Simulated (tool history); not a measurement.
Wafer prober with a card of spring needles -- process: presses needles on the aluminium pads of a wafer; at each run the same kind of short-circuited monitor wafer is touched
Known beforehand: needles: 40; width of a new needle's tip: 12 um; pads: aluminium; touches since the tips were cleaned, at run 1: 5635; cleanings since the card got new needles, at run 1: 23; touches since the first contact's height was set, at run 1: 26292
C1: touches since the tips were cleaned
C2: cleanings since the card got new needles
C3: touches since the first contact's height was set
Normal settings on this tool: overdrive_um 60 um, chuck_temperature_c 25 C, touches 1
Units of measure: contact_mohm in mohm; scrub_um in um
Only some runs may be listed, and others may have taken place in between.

{"run": 1, "hour": 0.0, "overdrive_um": 60, "chuck_temperature_c": 25, "touches": 1, "C1": 5635, "C2": 23, "C3": 26292, "contact_mohm": 319, "scrub_um": 9.79}
{"hour": 4.8, "done": "tips cleaned on abrasive film"}
{"hour": 25.7, "done": "tips cleaned on abrasive film"}
{"run": 2, "hour": 27.1, "overdrive_um": 60, "chuck_temperature_c": 25, "touches": 1, "C1": 455, "C2": 25, "C3": 34817, "contact_mohm": 213, "scrub_um": 9.792}
{"hour": 44.8, "done": "tips cleaned on abrasive film"}
{"hour": 63.9, "done": "tips cleaned on abrasive film"}
{"run": 3, "hour": 63.9, "overdrive_um": 60, "chuck_temperature_c": 25, "touches": 2, "C1": 0, "C2": 27, "C3": 46419, "contact_mohm": 187, "scrub_um": 9.762}
{"hour": 85.4, "done": "tips cleaned on abrasive film"}
{"run": 4, "hour": 90.0, "overdrive_um": 60, "chuck_temperature_c": 25, "touches": 2, "C1": 1446, "C2": 28, "C3": 54650, "contact_mohm": 220, "scrub_um": 9.773}
{"hour": 104.7, "done": "tips cleaned on abrasive film"}
{"hour": 123.9, "done": "tips cleaned on abrasive film"}
{"run": 5, "hour": 128.4, "overdrive_um": 60, "chuck_temperature_c": 33, "touches": 1, "C1": 1435, "C2": 30, "C3": 66767, "contact_mohm": 249, "scrub_um": 9.751}
{"hour": 145.7, "done": "tips cleaned on abrasive film, once more"}
{"hour": 168.7, "done": "tips cleaned on abrasive film"}
{"run": 6, "hour": 172.4, "overdrive_um": 60, "chuck_temperature_c": 33, "touches": 1, "C1": 1174, "C2": 32, "C3": 80645, "contact_mohm": 230, "scrub_um": 9.727}
{"hour": 190.0, "done": "tips cleaned on abrasive film"}
{"run": 7, "hour": 205.2, "overdrive_um": 60, "chuck_temperature_c": 33, "touches": 1, "C1": 4835, "C2": 33, "C3": 91032, "contact_mohm": 310, "scrub_um": 9.723}
{"hour": 209.4, "done": "tips cleaned on abrasive film"}
{"hour": 230.8, "done": "tips cleaned on abrasive film"}
{"run": 8, "hour": 240.2, "overdrive_um": 60, "chuck_temperature_c": 33, "touches": 1, "C1": 3000, "C2": 35, "C3": 102064, "contact_mohm": 278, "scrub_um": 9.702}
{"hour": 249.7, "done": "tips cleaned on abrasive film"}
{"hour": 272.4, "done": "tips cleaned on abrasive film"}
{"hour": 292.0, "done": "tips cleaned on abrasive film"}
{"run": 9, "hour": 298.2, "overdrive_um": 60, "chuck_temperature_c": 41, "touches": 1, "C1": 1939, "C2": 38, "C3": 120324, "contact_mohm": 266, "scrub_um": 9.708}
{"hour": 313.9, "done": "tips cleaned on abrasive film"}
{"hour": 332.8, "done": "tips cleaned on abrasive film"}
{"hour": 348.0, "done": "height of the first contact set anew"}
{"run": 10, "hour": 350.3, "overdrive_um": 60, "chuck_temperature_c": 25, "touches": 2, "C1": 5462, "C2": 40, "C3": 744, "contact_mohm": 267, "scrub_um": 9.804}
{"hour": 354.7, "done": "tips cleaned on abrasive film"}
{"hour": 377.7, "done": "tips cleaned on abrasive film"}
{"run": 11, "hour": 382.6, "overdrive_um": 60, "chuck_temperature_c": 25, "touches": 1, "C1": 1556, "C2": 42, "C3": 10933, "contact_mohm": 254, "scrub_um": 9.81}
{"hour": 396.7, "done": "tips cleaned on abrasive film"}
{"hour": 418.8, "done": "tips cleaned on abrasive film"}
{"run": 12, "hour": 433.2, "overdrive_um": 60, "chuck_temperature_c": 25, "touches": 1, "C1": 4547, "C2": 44, "C3": 26884, "contact_mohm": 317, "scrub_um": 9.813}
{"hour": 441.9, "done": "tips cleaned on abrasive film"}
{"hour": 463.3, "done": "tips cleaned on abrasive film"}
{"run": 13, "hour": 468.4, "overdrive_um": 60, "chuck_temperature_c": 43, "touches": 1, "C1": 1603, "C2": 46, "C3": 37989, "contact_mohm": 245, "scrub_um": 9.778}
{"hour": 485.6, "done": "tips cleaned on abrasive film"}
{"hour": 506.3, "done": "tips cleaned on abrasive film"}
{"run": 14, "hour": 518.0, "overdrive_um": 60, "chuck_temperature_c": 43, "touches": 1, "C1": 3696, "C2": 48, "C3": 53640, "contact_mohm": 300, "scrub_um": 9.752}
{"hour": 525.4, "done": "tips cleaned on abrasive film"}
{"hour": 546.1, "done": "tips cleaned on abrasive film"}
{"run": 15, "hour": 555.9, "overdrive_um": 60, "chuck_temperature_c": 43, "touches": 1, "C1": 3119, "C2": 50, "C3": 65596, "contact_mohm": 277, "scrub_um": 9.76}
{"hour": 569.2, "done": "tips cleaned on abrasive film"}
{"hour": 589.2, "done": "tips cleaned on abrasive film"}
{"hour": 610.8, "done": "tips cleaned on abrasive film"}
{"run": 16, "hour": 614.7, "overdrive_um": 60, "chuck_temperature_c": 43, "touches": 3, "C1": 1265, "C2": 53, "C3": 84154, "contact_mohm": 209, "scrub_um": 9.718}
{"hour": 630.9, "done": "tips cleaned on abrasive film"}
{"hour": 650.4, "done": "tips cleaned on abrasive film"}
{"run": 17, "hour": 650.4, "overdrive_um": 60, "chuck_temperature_c": 25, "touches": 2, "C1": 0, "C2": 55, "C3": 95389, "contact_mohm": 190, "scrub_um": 9.713}

Estimate the outcome of run 18 from the log above:
{"hour": 670.2, "done": "tips cleaned on abrasive film"}
{"hour": 688.9, "done": "tips cleaned on abrasive film"}
{"run": 18, "hour": 705.1, "overdrive_um": 40, "chuck_temperature_c": 98, "touches": 3, "C1": 5114, "C2": 57, "C3": 112661, "contact_mohm": "?", "scrub_um": "?"}

contact_mohm: 309 mohm
scrub_um: 6.432 um
Had the tool carried no hidden state, the very same run would have given contact_mohm 210 mohm, scrub_um 6.553 um.

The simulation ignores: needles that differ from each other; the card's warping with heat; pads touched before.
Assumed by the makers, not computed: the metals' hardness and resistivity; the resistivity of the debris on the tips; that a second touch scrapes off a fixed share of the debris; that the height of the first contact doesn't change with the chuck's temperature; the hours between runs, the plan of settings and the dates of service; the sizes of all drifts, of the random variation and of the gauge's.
